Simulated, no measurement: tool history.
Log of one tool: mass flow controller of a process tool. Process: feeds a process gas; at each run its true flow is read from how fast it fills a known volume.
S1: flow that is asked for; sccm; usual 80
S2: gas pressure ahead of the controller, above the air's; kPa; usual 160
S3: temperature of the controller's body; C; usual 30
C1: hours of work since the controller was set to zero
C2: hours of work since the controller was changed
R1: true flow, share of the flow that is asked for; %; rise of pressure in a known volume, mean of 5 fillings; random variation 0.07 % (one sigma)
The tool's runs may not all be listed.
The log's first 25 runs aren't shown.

Run 26, day 114.138: usual settings but S1 108 sccm, S2 240 kPa, S3 22 C; C1 2434; C2 2434. Result: R1 98.28 %.
Run 27, day 117.175: usual settings but S1 81 sccm, S2 242 kPa, S3 22 C; C1 2491; C2 2491. Result: R1 98.21 %.
Run 28, day 122.538: usual settings but S1 86 sccm, S2 203 kPa, S3 22 C; C1 2591; C2 2591. Result: R1 98.37 %.
Run 29, day 126.792: usual settings but S1 48 sccm, S2 175 kPa, S3 36 C; C1 2671; C2 2671. Result: R1 100.37 %.
Run 30, day 130.550: usual settings but S1 133 sccm, S2 262 kPa, S3 27 C; C1 2742; C2 2742. Result: R1 98.83 %.
Run 31, day 136.996: usual settings but S1 133 sccm, S2 262 kPa, S3 27 C; C1 2863; C2 2863. Result: R1 98.94 %.
Run 32, day 142.462: usual settings but S1 109 sccm, S2 271 kPa, S3 38 C; C1 2965; C2 2965. Result: R1 99.74 %.
Run 33, day 148.108: usual settings but S1 109 sccm, S2 271 kPa, S3 38 C; C1 3071; C2 3071. Result: R1 99.80 %.
Run 34, day 153.588: usual settings but S1 31 sccm; C1 3174; C2 3174. Result: R1 101.13 %.
Run 35, day 157.612: usual settings but S1 66 sccm, S2 218 kPa, S3 25 C; C1 3249; C2 3249. Result: R1 98.89 %.
Run 36, day 161.046: usual settings but S1 66 sccm, S2 218 kPa, S3 25 C; C1 3314; C2 3314. Result: R1 98.91 %.
Run 37, day 165.058: usual settings but S1 66 sccm, S2 218 kPa, S3 25 C; C1 3389; C2 3389. Result: R1 98.87 %.
Run 38, day 169.862: usual settings but S1 44 sccm, S2 224 kPa, S3 39 C; C1 3479; C2 3479. Result: R1 101.11 %.
Run 39, day 173.850: usual settings but S1 88 sccm, S2 148 kPa, S3 29 C; C1 3554; C2 3554. Result: R1 99.43 %.
Run 40, day 179.942: usual settings but S3 28 C; C1 3668; C2 3668. Result: R1 99.19 %.
Run 41, day 183.529: usual settings but S1 35 sccm, S2 273 kPa, S3 22 C; C1 3735; C2 3735. Result: R1 99.89 %.
Run 42, day 189.575: usual settings but S1 66 sccm, S2 245 kPa, S3 28 C; C1 3849; C2 3849. Result: R1 99.12 %.
Run 43, day 192.571: usual settings but S1 71 sccm, S2 215 kPa, S3 21 C; C1 3905; C2 3905. Result: R1 98.42 %.
Run 44, day 197.221: usual settings but S1 76 sccm, S2 188 kPa; C1 3992; C2 3992. Result: R1 99.51 %.
Run 45, day 199.983: usual settings but S1 112 sccm, S3 24 C; C1 4044; C2 4044. Result: R1 98.85 %.
Run 46, day 204.583: usual settings but S1 112 sccm, S3 24 C; C1 4130; C2 4130. Result: R1 98.71 %.
Run 47, day 207.779: usual settings but S1 106 sccm, S2 180 kPa, S3 26 C; C1 4190; C2 4190. Result: R1 98.91 %.
Run 48, day 210.617: usual settings but S2 219 kPa, S3 22 C; C1 4243; C2 4243. Result: R1 98.51 %.
Run 49, day 213.783: usual settings but S2 219 kPa, S3 22 C; C1 4303; C2 4303. Result: R1 98.41 %.

3 ways to go on from here, each from the tool as it stands after run 49. What would each give?
Run A, day 219.742: usual settings but S1 23 sccm; C1 4414; C2 4414. Result: R1 ?.
Run B, day 219.742: usual settings but S3 20 C; C1 4414; C2 4414. Result: R1 ?.
Run C, day 219.742: usual settings but S1 115 sccm, S2 276 kPa, S3 29 C; C1 4414; C2 4414. Result: R1 ?.

run      R1
  A  103.93
  B   98.50
  C   98.70
Without the tool's hidden state the same runs would have given:
run     R1
  A  98.46
  B  98.13
  C  98.96
